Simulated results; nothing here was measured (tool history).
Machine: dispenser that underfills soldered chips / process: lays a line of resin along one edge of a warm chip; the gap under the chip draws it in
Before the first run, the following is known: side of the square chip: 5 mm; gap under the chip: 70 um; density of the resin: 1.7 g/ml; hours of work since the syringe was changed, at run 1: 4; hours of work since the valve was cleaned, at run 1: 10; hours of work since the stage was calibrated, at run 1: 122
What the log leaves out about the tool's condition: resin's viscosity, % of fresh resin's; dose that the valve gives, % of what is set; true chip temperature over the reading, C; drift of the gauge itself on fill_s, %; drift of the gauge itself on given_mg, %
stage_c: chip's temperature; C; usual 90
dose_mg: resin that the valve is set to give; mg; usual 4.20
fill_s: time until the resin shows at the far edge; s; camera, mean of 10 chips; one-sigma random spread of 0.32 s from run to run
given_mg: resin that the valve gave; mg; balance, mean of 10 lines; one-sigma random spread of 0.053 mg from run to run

run	day	stage_c	dose_mg	hours of work since the syringe was changed	hours of work since the valve was cleaned	hours of work since the stage was calibrated	fill_s	given_mg
1	0.000	90	4.20	4	10	122	13.6	4.14
# day 0.100: new syringe of resin
2	0.250	90	4.20	2	14	126	11.9	4.19
# day 0.446: new syringe of resin
3	0.504	90	4.20	1	18	130	11.4	4.13
4	0.712	90	4.20	4	21	133	13.4	4.13
# day 0.817: new syringe of resin
5	1.108	90	3.76	5	27	139	14.8	3.77
# day 1.175: new syringe of resin
6	1.350	90	3.76	3	30	143	13.3	3.61
# day 1.517: new syringe of resin
7	1.762	90	3.76	4	37	149	13.5	3.69
# day 1.871: new syringe of resin
8	2.054	90	3.76	3	41	153	13.2	3.56
# day 2.212: new syringe of resin
9	2.392	90	3.76	3	46	158	13.3	3.69
# day 2.567: new syringe of resin
10	2.625	82	4.20	1	49	162	13.6	4.14
# day 2.912: new syringe of resin
11	3.038	82	4.20	2	56	168	15.5	3.99
# day 3.254: new syringe of resin
12	3.358	82	4.20	2	60	173	14.7	3.88
13	3.583	82	4.20	5	64	176	18.2	3.94
# day 3.625: new syringe of resin
14	3.817	82	4.20	3	67	180	16.2	3.96
# day 3.962: new syringe of resin
15	4.108	86	4.20	2	72	184	13.9	3.89
# day 4.312: new syringe of resin
16	4.454	88	4.20	2	77	189	13.1	3.82
# day 4.671: new syringe of resin
17	4.896	78	5.34	4	84	196	17.9	4.95
# day 5.021: new syringe of resin
18	5.117	101	4.20	2	87	199	8.6	3.86
# day 5.375: new syringe of resin
19	5.375	84	4.68	0	91	203	12.5	4.33
20	5.592	82	4.57	3	94	206	16.7	4.22
# day 5.729: new syringe of resin
21	5.862	82	3.78	2	98	210	16.4	3.41
# day 6.075: new syringe of resin
22	6.096	80	4.20	0	101	214	14.7	3.78
23	6.329	92	3.68	4	105	217	13.9	3.32
# day 6.438: new syringe of resin
24	6.642	86	5.01	3	110	222	14.3	4.48
# day 6.796: new syringe of resin
25	6.929	79	4.77	2	114	226	16.7	4.20
# day 7.142: new syringe of resin
26	7.354	93	4.20	3	120	233	11.7	3.68
# day 7.492: new syringe of resin
27	7.708	84	4.55	3	126	238	16.4	3.98

Run 28 has not been measured yet. What should we expect?
# day 7.838: new syringe of resin
28	7.929	78	4.68	1	129	241	?	?

fill_s: 17.4 s
given_mg: 4.11 mg
Take away the tool's hidden state, keep the run-to-run variation as it was, and the same run would have given fill_s 14.2 s, given_mg 4.68 mg.

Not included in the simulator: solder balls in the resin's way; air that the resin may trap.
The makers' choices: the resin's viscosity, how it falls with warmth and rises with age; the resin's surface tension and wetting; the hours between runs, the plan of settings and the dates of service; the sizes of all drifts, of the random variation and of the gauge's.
